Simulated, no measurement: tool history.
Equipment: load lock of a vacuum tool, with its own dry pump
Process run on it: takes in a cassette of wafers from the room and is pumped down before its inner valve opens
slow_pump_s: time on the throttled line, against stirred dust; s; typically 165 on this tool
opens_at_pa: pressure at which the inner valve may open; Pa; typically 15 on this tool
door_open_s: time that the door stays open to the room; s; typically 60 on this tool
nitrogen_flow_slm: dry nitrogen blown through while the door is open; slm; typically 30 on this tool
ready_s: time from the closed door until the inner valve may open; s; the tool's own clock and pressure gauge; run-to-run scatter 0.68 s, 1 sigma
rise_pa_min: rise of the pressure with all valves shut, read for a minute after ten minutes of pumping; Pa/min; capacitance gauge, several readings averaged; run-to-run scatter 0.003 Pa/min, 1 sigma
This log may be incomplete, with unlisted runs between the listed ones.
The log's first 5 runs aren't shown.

run	hour	slow_pump_s	opens_at_pa	door_open_s	nitrogen_flow_slm	hours that the pump has run since its overhaul	times that the door has closed on its seal	incoming humidity of the room's air, %	ready_s	rise_pa_min
6	358.6	165	15	60	30	2961	32114	47.2	225.0	0.502
7	421.8	165	15	60	30	3024	32359	43.8	223.1	0.508
8	478.4	165	15	60	30	3081	32579	46.7	223.9	0.515
9	540.0	140	15	60	30	3142	32818	43.2	199.8	0.512
10	582.6	118	15	60	30	3185	32984	46.7	180.2	0.511
11	670.0	165	15	60	30	3272	33323	43.2	223.1	0.535
12	739.7	165	15	60	30	3342	33594	47.3	222.1	0.546
13	792.6	165	15	60	30	3395	33799	46.7	222.9	0.542
14	888.8	165	15	60	30	3491	34173	45.3	224.3	0.558
15	945.6	165	15	60	30	3548	34394	44.2	224.0	0.568
16	1038.8	165	15	112	30	3641	34755	44.8	222.9	0.579
17	1079.9	165	15	112	30	3682	34915	41.6	222.8	0.560
18	1128.0	165	15	60	30	3730	35102	45.2	224.3	0.581
19	1186.5	323	20	60	30	3789	35329	46.5	362.7	0.588
20	1271.5	218	24	60	30	3874	35659	43.5	268.0	0.580
21	1358.4	218	24	60	30	3961	35997	45.6	267.0	0.597
22	1427.0	218	24	60	30	4029	36263	45.1	267.4	0.612
23	1490.5	99	23	60	30	4093	36510	43.4	160.1	0.608
24	1537.5	144	15	48	30	4140	36692	43.7	203.1	0.613
25	1586.8	173	16	138	30	4189	36884	45.5	231.3	0.625
26	1649.0	140	12	138	30	4251	37125	45.1	201.9	0.627

For run 27, what comes out?
27	1708.4	165	20	229	30	4311	37356	44.8	?	?

ready_s: 221.3 s
rise_pa_min: 0.648 Pa/min
Take away the tool's hidden state, keep the run-to-run variation as it was, and the same run would have given ready_s 219.7 s, rise_pa_min 0.032 Pa/min.
